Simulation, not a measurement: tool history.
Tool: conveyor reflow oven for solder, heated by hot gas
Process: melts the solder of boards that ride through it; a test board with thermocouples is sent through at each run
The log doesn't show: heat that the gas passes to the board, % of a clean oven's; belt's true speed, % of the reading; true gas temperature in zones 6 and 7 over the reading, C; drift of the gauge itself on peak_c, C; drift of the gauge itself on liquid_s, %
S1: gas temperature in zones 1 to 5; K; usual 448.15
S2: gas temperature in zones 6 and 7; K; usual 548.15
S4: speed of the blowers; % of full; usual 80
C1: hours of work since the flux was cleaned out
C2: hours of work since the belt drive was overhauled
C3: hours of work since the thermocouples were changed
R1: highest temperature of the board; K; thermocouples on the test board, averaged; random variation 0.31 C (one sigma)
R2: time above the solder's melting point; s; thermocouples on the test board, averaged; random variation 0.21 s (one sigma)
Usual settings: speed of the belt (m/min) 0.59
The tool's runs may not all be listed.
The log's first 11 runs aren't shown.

Run 12, hour 441.6: usual settings but S1 452.15 K; C1 129; C2 626; C3 46. Result: R1 538.15 K, R2 54.1 s.
Run 13, hour 469.9: usual settings but S1 452.15 K, S2 540.15 K; C1 147; C2 644; C3 64. Result: R1 530.75 K, R2 51.5 s.
Run 14, hour 501.4: usual settings but S1 452.15 K, S2 540.15 K; C1 167; C2 664; C3 84. Result: R1 531.15 K, R2 51.2 s.
Run 15, hour 541.7: usual settings but S1 452.15 K, S2 540.15 K; C1 193; C2 690; C3 110. Result: R1 531.45 K, R2 51.5 s.
Run 16, hour 577.7: usual settings but S1 443.15 K, S4 62 % of full; C1 215; C2 713; C3 132. Result: R1 533.35 K, R2 49.3 s.
At hour 608.1: flux residue cleaned out of gas plates and filters.
Run 17, hour 617.7: usual settings but S1 458.15 K; C1 6; C2 735; C3 155. Result: R1 538.95 K, R2 55.8 s.
Run 18, hour 639.9: usual settings but S1 458.15 K; C1 20; C2 749; C3 169. Result: R1 539.05 K, R2 55.7 s.
Run 19, hour 680.8: usual settings but S1 458.15 K, S2 540.15 K, S4 52 % of full; C1 46; C2 775; C3 194. Result: R1 525.85 K, R2 49.1 s.
Run 20, hour 709.8: usual settings but S1 458.15 K, S2 540.15 K, S4 52 % of full; C1 64; C2 793; C3 213. Result: R1 526.35 K, R2 49.5 s.
Run 21, hour 741.9: usual settings but S1 447.15 K, S4 52 % of full; C1 85; C2 813; C3 233. Result: R1 530.75 K, R2 48.9 s.

Run 22 comes next. What will it give?
Run 22, hour 789.8: usual settings but S1 447.15 K, S4 52 % of full; C1 115; C2 844; C3 264. Result: R1 ?, R2 ?.

R1: 531.45 K
R2: 48.6 s
Without the tool's hidden state the same run would have given R1 531.55 K, R2 48.5 s.

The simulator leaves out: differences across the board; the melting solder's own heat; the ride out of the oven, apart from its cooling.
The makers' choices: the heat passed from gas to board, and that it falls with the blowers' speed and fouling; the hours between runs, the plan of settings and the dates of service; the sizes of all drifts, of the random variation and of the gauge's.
